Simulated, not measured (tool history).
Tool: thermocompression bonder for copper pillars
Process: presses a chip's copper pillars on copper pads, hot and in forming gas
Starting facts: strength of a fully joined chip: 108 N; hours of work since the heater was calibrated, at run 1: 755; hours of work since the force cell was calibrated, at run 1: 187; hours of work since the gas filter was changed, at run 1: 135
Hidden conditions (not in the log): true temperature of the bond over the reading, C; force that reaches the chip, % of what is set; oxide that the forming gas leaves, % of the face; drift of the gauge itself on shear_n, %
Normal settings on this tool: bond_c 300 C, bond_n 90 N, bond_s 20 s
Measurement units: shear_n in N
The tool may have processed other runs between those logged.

| run | hour | bond_c | bond_n | bond_s | hours of work since the heater was calibrated | hours of work since the force cell was calibrated | hours of work since the gas filter was changed | shear_n |
|---|---|---|---|---|---|---|---|---|
| 1 | 0.0 | 300 | 90 | 20 | 755 | 187 | 135 | 58.2 |
| 2 | 7.2 | 300 | 90 | 20 | 759 | 190 | 138 | 57.9 |
| 3 | 18.8 | 300 | 90 | 20 | 764 | 195 | 143 | 57.9 |
| 4 | 32.7 | 300 | 90 | 20 | 770 | 201 | 149 | 58.3 |
| 5 | 46.3 | 300 | 90 | 20 | 776 | 207 | 155 | 57.9 |
| 6 | 56.4 | 300 | 90 | 20 | 780 | 212 | 159 | 57.2 |
| 7 | 70.5 | 297 | 90 | 20 | 786 | 218 | 165 | 55.3 |
| 8 | 85.5 | 297 | 90 | 20 | 793 | 225 | 172 | 55.3 |
| 9 | 91.7 | 326 | 68 | 10 | 796 | 227 | 175 | 48.3 |
| 10 | 102.7 | 326 | 68 | 10 | 800 | 232 | 180 | 50.3 |
| 11 | 117.4 | 312 | 90 | 21 | 807 | 239 | 186 | 66.5 |
| 12 | 128.2 | 300 | 62 | 20 | 812 | 243 | 191 | 43.5 |
| 13 | 134.5 | 300 | 87 | 39 | 814 | 246 | 194 | 68.7 |
| 14 | 142.3 | 300 | 87 | 39 | 818 | 250 | 197 | 68.6 |
| 15 | 151.3 | 300 | 87 | 39 | 822 | 253 | 201 | 69.6 |
| 16 | 166.1 | 287 | 119 | 11 | 828 | 260 | 207 | 48.2 |

Alternative continuations, all from the tool just after run 16; predict every row:
| A | 179.9 | 287 | 119 | 38 | 834 | 266 | 213 | ? |
| B | 179.9 | 326 | 64 | 45 | 834 | 266 | 213 | ? |
| C | 179.9 | 302 | 121 | 13 | 834 | 266 | 213 | ? |
| D | 179.9 | 287 | 119 | 27 | 834 | 266 | 213 | ? |

| run | shear_n |
|---|---|
| A | 70.0 |
| B | 76.8 |
| C | 61.5 |
| D | 65.7 |
The same runs, with their run-to-run variation unchanged, on a tool lacking any hidden condition would have given:
| run | shear_n |
|---|---|
| A | 77.2 |
| B | 84.0 |
| C | 68.1 |
| D | 72.7 |

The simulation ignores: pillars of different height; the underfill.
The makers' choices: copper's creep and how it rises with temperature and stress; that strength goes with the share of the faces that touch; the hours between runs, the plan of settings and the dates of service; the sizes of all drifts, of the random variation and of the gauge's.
